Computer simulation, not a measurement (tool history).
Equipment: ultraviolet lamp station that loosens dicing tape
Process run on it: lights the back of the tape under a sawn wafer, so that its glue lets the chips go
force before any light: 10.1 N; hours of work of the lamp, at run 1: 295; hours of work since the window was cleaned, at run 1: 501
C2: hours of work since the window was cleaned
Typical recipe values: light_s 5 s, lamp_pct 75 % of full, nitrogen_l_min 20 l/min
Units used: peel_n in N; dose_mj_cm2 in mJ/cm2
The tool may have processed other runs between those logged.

run 1 hour=0 | light_s=5 lamp_pct=75 nitrogen_l_min=20 | hours_of_work_of_the_lamp=295 C2=501 | peel_n=0.463 dose_mj_cm2=371
run 2 hour=8.2 | light_s=5 lamp_pct=60 nitrogen_l_min=20 | hours_of_work_of_the_lamp=302 C2=508 | peel_n=0.722 dose_mj_cm2=300
run 3 hour=15.1 | light_s=5 lamp_pct=60 nitrogen_l_min=20 | hours_of_work_of_the_lamp=307 C2=513 | peel_n=0.674 dose_mj_cm2=295
run 4 hour=20.4 | light_s=5 lamp_pct=60 nitrogen_l_min=20 | hours_of_work_of_the_lamp=311 C2=518 | peel_n=0.704 dose_mj_cm2=291
run 5 hour=26.6 | light_s=5 lamp_pct=60 nitrogen_l_min=20 | hours_of_work_of_the_lamp=316 C2=523 | peel_n=0.726 dose_mj_cm2=301
run 6 hour=34.5 | light_s=5 lamp_pct=60 nitrogen_l_min=20 | hours_of_work_of_the_lamp=323 C2=529 | peel_n=0.732 dose_mj_cm2=292
run 7 hour=43.4 | light_s=5 lamp_pct=60 nitrogen_l_min=20 | hours_of_work_of_the_lamp=330 C2=536 | peel_n=0.731 dose_mj_cm2=286
run 8 hour=51.5 | light_s=5 lamp_pct=60 nitrogen_l_min=20 | hours_of_work_of_the_lamp=336 C2=542 | peel_n=0.744 dose_mj_cm2=292
run 9 hour=57.5 | light_s=5 lamp_pct=60 nitrogen_l_min=20 | hours_of_work_of_the_lamp=341 C2=547 | peel_n=0.76 dose_mj_cm2=288
run 10 hour=63.1 | light_s=4 lamp_pct=60 nitrogen_l_min=20 | hours_of_work_of_the_lamp=345 C2=552 | peel_n=1.131 dose_mj_cm2=232
run 11 hour=71.4 | light_s=5 lamp_pct=75 nitrogen_l_min=16 | hours_of_work_of_the_lamp=352 C2=558 | peel_n=0.527 dose_mj_cm2=359
run 12 hour=76.8 | light_s=5 lamp_pct=75 nitrogen_l_min=16 | hours_of_work_of_the_lamp=356 C2=563 | peel_n=0.506 dose_mj_cm2=362
run 13 hour=86.9 | light_s=5 lamp_pct=75 nitrogen_l_min=16 | hours_of_work_of_the_lamp=364 C2=571 | peel_n=0.514 dose_mj_cm2=362
run 14 hour=92.7 | light_s=5 lamp_pct=75 nitrogen_l_min=16 | hours_of_work_of_the_lamp=369 C2=575 | peel_n=0.533 dose_mj_cm2=359
run 15 hour=101 | light_s=5 lamp_pct=75 nitrogen_l_min=16 | hours_of_work_of_the_lamp=375 C2=582 | peel_n=0.536 dose_mj_cm2=356
run 16 hour=107.1 | light_s=5 lamp_pct=73 nitrogen_l_min=16 | hours_of_work_of_the_lamp=380 C2=587 | peel_n=0.549 dose_mj_cm2=344
run 17 hour=113.1 | light_s=5 lamp_pct=75 nitrogen_l_min=10 | hours_of_work_of_the_lamp=385 C2=591 | peel_n=0.647 dose_mj_cm2=356
run 18 hour=119.3 | light_s=5 lamp_pct=75 nitrogen_l_min=10 | hours_of_work_of_the_lamp=390 C2=596 | peel_n=0.652 dose_mj_cm2=353
run 19 hour=128.1 | light_s=5 lamp_pct=70 nitrogen_l_min=10 | hours_of_work_of_the_lamp=397 C2=603 | peel_n=0.749 dose_mj_cm2=329
run 20 hour=137.1 | light_s=5 lamp_pct=70 nitrogen_l_min=10 | hours_of_work_of_the_lamp=404 C2=610 | peel_n=0.741 dose_mj_cm2=329
run 21 hour=142.6 | light_s=5 lamp_pct=70 nitrogen_l_min=10 | hours_of_work_of_the_lamp=409 C2=615 | peel_n=0.763 dose_mj_cm2=329
run 22 hour=147.3 | light_s=5 lamp_pct=75 nitrogen_l_min=38 | hours_of_work_of_the_lamp=412 C2=619 | peel_n=0.412 dose_mj_cm2=353
run 23 hour=154.6 | light_s=10 lamp_pct=69 nitrogen_l_min=8 | hours_of_work_of_the_lamp=418 C2=624 | peel_n=0.265 dose_mj_cm2=646
run 24 hour=159.8 | light_s=10 lamp_pct=70 nitrogen_l_min=7 | hours_of_work_of_the_lamp=422 C2=629 | peel_n=0.286 dose_mj_cm2=657
run 25 hour=168.4 | light_s=10 lamp_pct=76 nitrogen_l_min=19 | hours_of_work_of_the_lamp=429 C2=635 | peel_n=0.243 dose_mj_cm2=707
run 26 hour=173 | light_s=10 lamp_pct=76 nitrogen_l_min=19 | hours_of_work_of_the_lamp=433 C2=639 | peel_n=0.246 dose_mj_cm2=707
run 27 hour=182.4 | light_s=5 lamp_pct=94 nitrogen_l_min=34 | hours_of_work_of_the_lamp=440 C2=647 | peel_n=0.309 dose_mj_cm2=436
run 28 hour=189.3 | light_s=5 lamp_pct=61 nitrogen_l_min=20 | hours_of_work_of_the_lamp=446 C2=652 | peel_n=0.791 dose_mj_cm2=278
run 29 hour=199.9 | light_s=3 lamp_pct=73 nitrogen_l_min=6 | hours_of_work_of_the_lamp=454 C2=660 | peel_n=2.258 dose_mj_cm2=198
run 30 hour=209.1 | light_s=2 lamp_pct=81 nitrogen_l_min=6 | hours_of_work_of_the_lamp=461 C2=668 | peel_n=3.248 dose_mj_cm2=147
-- hour=213.6 window cleaned of glue's vapour
run 31 hour=216.5 | light_s=2 lamp_pct=81 nitrogen_l_min=6 | hours_of_work_of_the_lamp=467 C2=2 | peel_n=2.664 dose_mj_cm2=174
run 32 hour=225.3 | light_s=5 lamp_pct=66 nitrogen_l_min=20 | hours_of_work_of_the_lamp=474 C2=9 | peel_n=0.484 dose_mj_cm2=352
run 33 hour=230.4 | light_s=4 lamp_pct=64 nitrogen_l_min=12 | hours_of_work_of_the_lamp=478 C2=13 | peel_n=0.963 dose_mj_cm2=275
run 34 hour=239.1 | light_s=4 lamp_pct=61 nitrogen_l_min=7 | hours_of_work_of_the_lamp=485 C2=20 | peel_n=1.368 dose_mj_cm2=266
run 35 hour=244.1 | light_s=5 lamp_pct=67 nitrogen_l_min=14 | hours_of_work_of_the_lamp=489 C2=24 | peel_n=0.55 dose_mj_cm2=360
run 36 hour=252.4 | light_s=6 lamp_pct=85 nitrogen_l_min=24 | hours_of_work_of_the_lamp=496 C2=31 | peel_n=0.252 dose_mj_cm2=541
run 37 hour=259.3 | light_s=2 lamp_pct=75 nitrogen_l_min=16 | hours_of_work_of_the_lamp=501 C2=36 | peel_n=2.321 dose_mj_cm2=159
run 38 hour=266.6 | light_s=9 lamp_pct=75 nitrogen_l_min=13 | hours_of_work_of_the_lamp=507 C2=42 | peel_n=0.238 dose_mj_cm2=710
run 39 hour=272.4 | light_s=3 lamp_pct=67 nitrogen_l_min=13 | hours_of_work_of_the_lamp=511 C2=47 | peel_n=1.536 dose_mj_cm2=215
run 40 hour=279.4 | light_s=5 lamp_pct=63 nitrogen_l_min=20 | hours_of_work_of_the_lamp=517 C2=52 | peel_n=0.577 dose_mj_cm2=332
run 41 hour=289.2 | light_s=5 lamp_pct=81 nitrogen_l_min=20 | hours_of_work_of_the_lamp=525 C2=60 | peel_n=0.347 dose_mj_cm2=426
run 42 hour=299.7 | light_s=5 lamp_pct=81 nitrogen_l_min=20 | hours_of_work_of_the_lamp=533 C2=69 | peel_n=0.348 dose_mj_cm2=421
run 43 hour=304.7 | light_s=5 lamp_pct=81 nitrogen_l_min=20 | hours_of_work_of_the_lamp=537 C2=73 | peel_n=0.34 dose_mj_cm2=429
run 44 hour=312.6 | light_s=8 lamp_pct=62 nitrogen_l_min=11 | hours_of_work_of_the_lamp=543 C2=79 | peel_n=0.322 dose_mj_cm2=516

Measured result minus the same run's result without the hidden state. Both carry the same run-to-run variation, though not necessarily the same gauge scatter:
Hidden state present: lamp's light, % of a new lamp's; light that the window lets through, % of a clean one's; drift of the gauge itself on peel_n, %; drift of the gauge itself on dose_mj_cm2, %.
run=1 peel_n=+0.126 dose_mj_cm2=-81
run=2 peel_n=+0.237 dose_mj_cm2=-66
run=3 peel_n=+0.226 dose_mj_cm2=-67
run=4 peel_n=+0.237 dose_mj_cm2=-68
run=5 peel_n=+0.247 dose_mj_cm2=-68
run=6 peel_n=+0.253 dose_mj_cm2=-69
run=7 peel_n=+0.254 dose_mj_cm2=-70
run=8 peel_n=+0.264 dose_mj_cm2=-71
run=9 peel_n=+0.268 dose_mj_cm2=-71
run=10 peel_n=+0.406 dose_mj_cm2=-57
run=11 peel_n=+0.17 dose_mj_cm2=-91
run=12 peel_n=+0.168 dose_mj_cm2=-92
run=13 peel_n=+0.173 dose_mj_cm2=-95
run=14 peel_n=+0.177 dose_mj_cm2=-95
run=15 peel_n=+0.182 dose_mj_cm2=-96
run=16 peel_n=+0.19 dose_mj_cm2=-94
run=17 peel_n=+0.241 dose_mj_cm2=-97
run=18 peel_n=+0.246 dose_mj_cm2=-98
run=19 peel_n=+0.291 dose_mj_cm2=-92
run=20 peel_n=+0.292 dose_mj_cm2=-94
run=21 peel_n=+0.302 dose_mj_cm2=-95
run=22 peel_n=+0.128 dose_mj_cm2=-103
run=23 peel_n=+0.034 dose_mj_cm2=-191
run=24 peel_n=+0.039 dose_mj_cm2=-194
run=25 peel_n=+0.006 dose_mj_cm2=-213
run=26 peel_n=+0.007 dose_mj_cm2=-216
run=27 peel_n=+0.063 dose_mj_cm2=-134
run=28 peel_n=+0.329 dose_mj_cm2=-87
run=29 peel_n=+0.805 dose_mj_cm2=-64
run=30 peel_n=+0.95 dose_mj_cm2=-48
run=31 peel_n=+0.362 dose_mj_cm2=-21
run=32 peel_n=+0.09 dose_mj_cm2=-42
run=33 peel_n=+0.197 dose_mj_cm2=-33
run=34 peel_n=+0.268 dose_mj_cm2=-32
run=35 peel_n=+0.112 dose_mj_cm2=-46
run=36 peel_n=+0.015 dose_mj_cm2=-71
run=37 peel_n=+0.394 dose_mj_cm2=-22
run=38 peel_n=+0.007 dose_mj_cm2=-97
run=39 peel_n=+0.317 dose_mj_cm2=-30
run=40 peel_n=+0.129 dose_mj_cm2=-47
run=41 peel_n=+0.057 dose_mj_cm2=-62
run=42 peel_n=+0.059 dose_mj_cm2=-64
run=43 peel_n=+0.06 dose_mj_cm2=-65
run=44 peel_n=+0.046 dose_mj_cm2=-81
